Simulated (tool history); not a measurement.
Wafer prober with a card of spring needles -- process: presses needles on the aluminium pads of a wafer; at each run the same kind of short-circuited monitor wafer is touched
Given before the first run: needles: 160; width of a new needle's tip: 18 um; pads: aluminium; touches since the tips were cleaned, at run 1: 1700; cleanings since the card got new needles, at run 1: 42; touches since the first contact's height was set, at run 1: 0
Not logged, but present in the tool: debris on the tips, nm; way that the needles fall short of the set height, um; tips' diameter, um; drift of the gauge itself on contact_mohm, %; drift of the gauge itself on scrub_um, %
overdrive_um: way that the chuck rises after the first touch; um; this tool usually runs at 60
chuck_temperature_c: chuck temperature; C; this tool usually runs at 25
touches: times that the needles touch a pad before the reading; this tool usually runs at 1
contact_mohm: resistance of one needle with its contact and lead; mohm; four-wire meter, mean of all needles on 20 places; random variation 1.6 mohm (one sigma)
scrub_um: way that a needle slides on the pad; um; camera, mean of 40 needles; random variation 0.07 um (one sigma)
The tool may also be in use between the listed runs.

run   hour  overdrive_um  chuck_temperature_c  touches  touches since the tips were cleaned  cleanings since the card got new needles  touches since the first contact's height was set  contact_mohm  scrub_um
  1    0.0            60                   25        1                                 1700                                        42                                                 0           293      8.17
       5.3  -- tips cleaned on abrasive film
      18.4  -- tips cleaned on abrasive film
      31.5  -- tips cleaned on abrasive film
      44.5  -- tips cleaned on abrasive film
  2   52.2            60                   25        1                                 2382                                        46                                             16055           301      8.11
      57.5  -- tips cleaned on abrasive film
      70.6  -- tips cleaned on abrasive film
      83.7  -- tips cleaned on abrasive film
      96.8  -- tips cleaned on abrasive film
  3  107.1            47                   25        1                                 3194                                        50                                             32972           432      6.38
     109.8  -- tips cleaned on abrasive film
     122.9  -- tips cleaned on abrasive film
     135.8  -- tips cleaned on abrasive film
     148.9  -- tips cleaned on abrasive film
     162.0  -- tips cleaned on abrasive film
  4  166.1            47                   25        1                                 1261                                        55                                             51101           359      6.13
     174.0  -- tips cleaned on abrasive film
     187.1  -- tips cleaned on abrasive film
  5  190.8            60                   44        1                                 1145                                        57                                             58704           242      8.15
     198.7  -- tips cleaned on abrasive film
     211.8  -- tips cleaned on abrasive film
     224.9  -- tips cleaned on abrasive film
  6  234.1            60                   44        1                                 2837                                        60                                             72037           325      8.04
     236.8  -- tips cleaned on abrasive film
     249.9  -- tips cleaned on abrasive film
     262.8  -- tips cleaned on abrasive film
     275.8  -- tips cleaned on abrasive film
  7  285.5            60                   79        1                                 3036                                        64                                             87882           324      7.97
     288.2  -- tips cleaned on abrasive film
     301.2  -- tips cleaned on abrasive film
     311.7  -- tips cleaned on abrasive film
  8  317.0            60                   25        1                                 1655                                        67                                             97558           292      7.96
     322.4  -- tips cleaned on abrasive film
     335.5  -- tips cleaned on abrasive film
     348.5  -- tips cleaned on abrasive film
     361.3  -- tips cleaned on abrasive film
  9  367.5            60                   25        1                                 1932                                        71                                            113080           310      7.81
     372.8  -- tips cleaned on abrasive film
     385.9  -- tips cleaned on abrasive film
     399.0  -- tips cleaned on abrasive film
     409.5  -- tips cleaned on abrasive film
 10  418.8            60                   25        1                                 2858                                        75                                            128856           341      7.97
     421.5  -- tips cleaned on abrasive film
     434.6  -- tips cleaned on abrasive film
 11  443.8            60                   25        1                                 2848                                        77                                            136549           343      7.90
     446.5  -- tips cleaned on abrasive film
     459.6  -- tips cleaned on abrasive film
     472.7  -- tips cleaned on abrasive film
     485.8  -- tips cleaned on abrasive film
     496.3  -- tips cleaned on abrasive film
 12  496.9            78                   44        2                                  194                                        82                                            152887           165     10.28
     507.4  -- tips cleaned on abrasive film
     520.6  -- tips cleaned on abrasive film
     533.5  -- tips cleaned on abrasive film
     539.0  -- height of the first contact set anew
     546.7  -- tips cleaned on abrasive film
 13  549.3            41                   28        1                                  809                                        86                                              3160           354      5.54
     559.7  -- tips cleaned on abrasive film
     572.8  -- tips cleaned on abrasive film
     583.3  -- tips cleaned on abrasive film
     595.5  -- tips cleaned on abrasive film
 14  595.5            41                   28        1                                    0                                        90                                             17348           203      5.56
     608.6  -- tips cleaned on abrasive film
     621.7  -- tips cleaned on abrasive film
     634.7  -- tips cleaned on abrasive film
 15  640.6            58                   26        1                                 1829                                        93                                             31240           328      7.92
     645.9  -- tips cleaned on abrasive film
     658.9  -- tips cleaned on abrasive film
     672.0  -- tips cleaned on abrasive film
     682.5  -- tips cleaned on abrasive film
     695.0  -- tips cleaned on abrasive film
 16  695.0            60                   92        1                                    0                                        98                                             47980           185      8.10
     708.1  -- tips cleaned on abrasive film
     718.6  -- tips cleaned on abrasive film
     731.7  -- tips cleaned on abrasive film
     742.2  -- tips cleaned on abrasive film
 17  752.3            51                   81        2                                 3126                                       102                                             65613           322      6.94
     755.0  -- tips cleaned on abrasive film
     768.1  -- tips cleaned on abrasive film
     781.1  -- tips cleaned on abrasive film
     794.2  -- tips cleaned on abrasive film
     807.3  -- tips cleaned on abrasive film
 18  809.5            50                   25        1                                  673                                       107                                             83196           273      6.68
     820.0  -- tips cleaned on abrasive film
     833.1  -- tips cleaned on abrasive film
     846.0  -- tips cleaned on abrasive film
     856.6  -- tips cleaned on abrasive film
 19  856.6            50                   71        1                                    0                                       111                                             97696           186      6.46
     869.7  -- tips cleaned on abrasive film
     882.8  -- tips cleaned on abrasive film
 20  887.0            50                   71        1                                 1288                                       113                                            107053           352      6.53

Run by run, hidden condition taken away, random variation retained:
run  contact_mohm  scrub_um
  1           152      8.17
  2           151      8.14
  3           154      6.46
  4           155      6.26
  5           150      8.29
  6           152      8.22
  7           160      8.18
  8           151      8.20
  9           149      8.09
 10           154      8.29
 11           150      8.23
 12           150     10.67
 13           159      5.55
 14           159      5.62
 15           155      8.01
 16           164      8.23
 17           166      7.12
 18           155      6.90
 19           161      6.73
 20           164      6.82
